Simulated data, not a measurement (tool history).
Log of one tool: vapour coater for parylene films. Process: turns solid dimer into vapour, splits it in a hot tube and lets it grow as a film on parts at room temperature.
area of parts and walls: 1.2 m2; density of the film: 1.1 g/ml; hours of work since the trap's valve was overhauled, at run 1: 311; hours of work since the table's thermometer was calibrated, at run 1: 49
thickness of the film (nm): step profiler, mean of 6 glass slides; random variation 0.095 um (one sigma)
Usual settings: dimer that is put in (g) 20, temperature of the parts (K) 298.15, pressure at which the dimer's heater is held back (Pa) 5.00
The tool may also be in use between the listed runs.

| run | hour | dimer that is put in (g) | temperature of the parts (K) | pressure at which the dimer's heater is held back (Pa) | hours of work since the trap's valve was overhauled | hours of work since the table's thermometer was calibrated | thickness of the film (nm) |
|---|---|---|---|---|---|---|---|
| 1 | 0.0 | 20 | 298.15 | 5.00 | 311 | 49 | 11520 |
| 2 | 17.6 | 20 | 298.15 | 5.00 | 326 | 64 | 11690 |
| 3 | 42.9 | 20 | 298.15 | 5.00 | 348 | 86 | 11410 |
| 4 | 65.7 | 20 | 298.15 | 5.00 | 368 | 105 | 11510 |
| 5 | 86.2 | 20 | 298.15 | 5.00 | 385 | 123 | 11600 |
| 6 | 107.7 | 20 | 298.15 | 5.00 | 404 | 141 | 11640 |
| 7 | 124.3 | 20 | 298.15 | 5.00 | 418 | 156 | 11720 |
| 8 | 146.9 | 20 | 298.15 | 5.00 | 437 | 175 | 11720 |
| 9 | 168.8 | 20 | 297.15 | 5.00 | 456 | 194 | 12090 |
| 10 | 190.0 | 20 | 303.15 | 5.00 | 474 | 212 | 9200 |
| 11 | 207.6 | 20 | 298.15 | 2.22 | 490 | 227 | 13890 |
| 12 | 234.3 | 20 | 298.15 | 2.22 | 513 | 250 | 13920 |
| 13 | 260.4 | 20 | 292.15 | 5.00 | 535 | 273 | 14910 |
|  | 280.7 | trap's valve overhauled |
| 14 | 283.5 | 26 | 298.15 | 5.00 | 2 | 289 | 14960 |
| 15 | 296.1 | 12 | 293.15 | 5.00 | 13 | 300 | 8830 |
| 16 | 316.7 | 12 | 298.15 | 2.11 | 31 | 318 | 8310 |
| 17 | 335.8 | 8 | 298.15 | 2.28 | 47 | 334 | 5460 |
| 18 | 352.1 | 8 | 298.15 | 4.42 | 61 | 348 | 4790 |
| 19 | 366.2 | 8 | 298.15 | 4.42 | 73 | 360 | 4820 |
| 20 | 385.0 | 11 | 302.15 | 4.23 | 90 | 376 | 5510 |
| 21 | 407.0 | 11 | 301.15 | 4.13 | 108 | 395 | 5810 |
| 22 | 427.2 | 9 | 304.15 | 5.00 | 126 | 412 | 3860 |
| 23 | 440.7 | 31 | 290.15 | 8.41 | 137 | 424 | 22860 |
| 24 | 460.0 | 31 | 290.15 | 5.20 | 154 | 441 | 23040 |
| 25 | 486.2 | 31 | 290.15 | 5.20 | 176 | 463 | 23060 |
| 26 | 510.2 | 31 | 290.15 | 2.36 | 197 | 484 | 23040 |
| 27 | 525.4 | 31 | 290.15 | 2.36 | 210 | 497 | 22580 |
| 28 | 543.0 | 31 | 290.15 | 2.36 | 225 | 512 | 23460 |

Forecast each of these 4 alternatives for the next run:
| A | 560.0 | 16 | 291.15 | 2.11 | 240 | 526 | ? |
| B | 560.0 | 20 | 293.15 | 2.29 | 240 | 526 | ? |
| C | 560.0 | 31 | 298.15 | 10.80 | 240 | 526 | ? |
| D | 560.0 | 31 | 302.15 | 2.36 | 240 | 526 | ? |

| run | thickness of the film (nm) |
|---|---|
| A | 11900 |
| B | 14830 |
| C | 15260 |
| D | 17300 |
Without the tool's hidden state the same runs would have given:
| run | thickness of the film (nm) |
|---|---|
| A | 11910 |
| B | 14840 |
| C | 15280 |
| D | 17320 |
